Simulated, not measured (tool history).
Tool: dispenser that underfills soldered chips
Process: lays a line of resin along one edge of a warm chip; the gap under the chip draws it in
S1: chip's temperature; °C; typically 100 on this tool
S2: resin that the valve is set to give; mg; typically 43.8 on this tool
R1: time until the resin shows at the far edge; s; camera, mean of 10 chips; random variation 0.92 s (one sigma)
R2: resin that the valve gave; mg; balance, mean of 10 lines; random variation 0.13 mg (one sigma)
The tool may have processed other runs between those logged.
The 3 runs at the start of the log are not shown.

run  hour   S1    S2     R1     R2
     12.5  -- new syringe of resin
  4  16.3  100  37.5  114.5  35.05
  5  19.8  100  37.5  141.8  35.07
     20.7  -- new syringe of resin
     24.3  -- dispensing valve cleaned and set on the balance
  6  28.2  100  40.9  129.5  40.64
     30.5  -- new syringe of resin
  7  34.8   96  43.8  135.3  43.51
     38.8  -- new syringe of resin
  8  42.6   96  43.8    133  43.17
     47.5  -- new syringe of resin
  9  50.2   96  43.8  122.2  43.33
 10  53.7   96  43.8  149.8  43.06
     55.7  -- new syringe of resin
 11  58.4   96  43.8  122.5  43.06
     64.1  -- new syringe of resin
 12  64.5  100  44.7   91.5  43.89
 13  69.9  100  43.8  124.7   42.7
     72.8  -- new syringe of resin
 14  74.2  100  43.8   97.5  42.44
 15    79  100  43.8  128.2  42.59
     81.3  -- new syringe of resin
 16  83.1  100  43.8  102.2  42.43

Run 17 is up next; what results do you expect?
 17  88.5  100  43.8   ?   ?

Run 17 measured R1 137.8 s, R2 42.41 mg.
Minus the tool's unlogged condition, the same run would have read R1 87.6 s, R2 43.8 mg.

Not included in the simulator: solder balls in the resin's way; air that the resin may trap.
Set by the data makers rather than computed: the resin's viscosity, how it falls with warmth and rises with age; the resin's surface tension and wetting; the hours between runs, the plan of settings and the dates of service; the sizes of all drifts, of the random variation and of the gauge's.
